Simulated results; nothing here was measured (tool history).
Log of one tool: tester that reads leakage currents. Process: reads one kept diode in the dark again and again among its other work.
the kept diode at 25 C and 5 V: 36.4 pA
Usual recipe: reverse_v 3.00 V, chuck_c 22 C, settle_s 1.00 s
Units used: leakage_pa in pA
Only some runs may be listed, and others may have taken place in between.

run      day  reverse_v  chuck_c  settle_s  leakage_pa
  1    0.000       3.00       22      1.00       26.68
       3.133  -- chuck's temperature calibrated
  2    3.279       3.00       39      1.00       86.95
  3    7.067       3.00       39      1.00       87.87
  4   12.121       3.00       39      1.00       88.29
  5   16.388       3.00       22      8.82       24.88
  6   19.804       3.00       22      8.82       25.20
  7   22.433       3.00       22      8.82       25.38
  8   25.588       3.00       22      1.00       26.79
  9   30.108       3.00       22      1.00       27.29
 10   33.533       3.00       22      1.00       27.49
 11   38.208       3.00       22      1.00       27.96
      41.375  -- chuck's temperature calibrated
 12   41.750       6.63       22      1.00       40.52
 13   46.354       6.63       22      1.00       40.96
 14   50.338       6.63       22      1.00       41.70
      54.242  -- probe card cleaned and baked
 15   54.388       6.63       22      1.00       36.29
 16   59.579       6.63       22      1.00       37.10
 17   64.275       3.00       27      1.00       37.02
 18   68.358       3.00       27      1.00       37.70
 19   71.438       3.00       27      1.00       37.93
 20   74.346       3.00       22      2.81       25.63
 21   78.133       3.00       22      2.81       25.87
      79.804  -- chuck's temperature calibrated
 22   81.321      17.90       22      2.81       59.10
 23   86.371      17.90       22      9.09       58.96
 24   91.458       2.76       24      1.00       28.08
 25   96.675       3.40       30      1.63       48.97
 26  101.933       3.40       30      1.63       49.67
 27  104.842       1.78       44      2.31      100.01
 28  108.529       1.78       44      1.39      102.14
 29  113.017       4.99       44      1.39      167.31
 30  116.171      15.16       44      4.28      289.89
     118.100  -- chuck's temperature calibrated
 31  120.979       3.00       22      1.37       25.15
 32  126.012       3.00       22      0.75       26.34
 33  129.871       3.00       22      0.75       26.53
 34  134.650       3.00       22      0.75       26.97
 35  137.925      12.20       43      6.74      236.27
     143.229  -- probe card cleaned and baked
 36  143.229       3.51       50      4.95      208.17
 37  147.254       2.12       22      1.00       21.40
 38  150.388       3.00       50      2.57      196.98
 39  154.292       1.04       43      0.79       74.57

Forecast each of these 3 alternatives for the next run:
     156.654  -- chuck's temperature calibrated
  A  156.829       1.74       22      1.00           ?
     156.654  -- chuck's temperature calibrated
  B  156.829       3.02       22      8.71           ?
     156.654  -- chuck's temperature calibrated
  C  156.829       3.00       22      1.12           ?

run  leakage_pa
  A       18.07
  B       22.91
  C       23.80
Without the tool's unlogged condition, the same runs would have read:
run  leakage_pa
  A       17.97
  B       22.68
  C       23.57
